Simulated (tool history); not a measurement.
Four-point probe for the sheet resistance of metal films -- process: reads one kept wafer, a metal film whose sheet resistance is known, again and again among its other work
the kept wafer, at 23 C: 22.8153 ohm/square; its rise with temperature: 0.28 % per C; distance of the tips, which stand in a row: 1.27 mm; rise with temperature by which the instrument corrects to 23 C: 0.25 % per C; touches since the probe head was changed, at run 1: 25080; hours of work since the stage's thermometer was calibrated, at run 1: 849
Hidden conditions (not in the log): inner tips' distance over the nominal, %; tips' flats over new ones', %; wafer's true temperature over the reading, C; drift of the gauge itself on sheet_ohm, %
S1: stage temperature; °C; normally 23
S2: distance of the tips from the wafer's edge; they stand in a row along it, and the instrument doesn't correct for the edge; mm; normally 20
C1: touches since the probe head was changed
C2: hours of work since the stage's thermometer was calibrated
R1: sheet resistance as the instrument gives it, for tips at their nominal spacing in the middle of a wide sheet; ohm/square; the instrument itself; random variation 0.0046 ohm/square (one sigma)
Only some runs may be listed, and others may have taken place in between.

run,day,S1,S2,C1,C2,R1
1,0.000,23,20,25080,849,22.747282
2,1.704,23,20,26019,872,22.756832
3,4.283,23,20,27443,906,22.746279
4,7.504,23,20,29220,950,22.742847
5,10.179,23,20,30696,986,22.741195
6,11.662,22,20,31515,1006,22.730982

What does the tool deliver on the next run?
7,13.683,23,6,32629,1033,?

R1: 23.224713 ohm/square
With no hidden state in the tool, this same run would have given R1 23.351632 ohm/square.

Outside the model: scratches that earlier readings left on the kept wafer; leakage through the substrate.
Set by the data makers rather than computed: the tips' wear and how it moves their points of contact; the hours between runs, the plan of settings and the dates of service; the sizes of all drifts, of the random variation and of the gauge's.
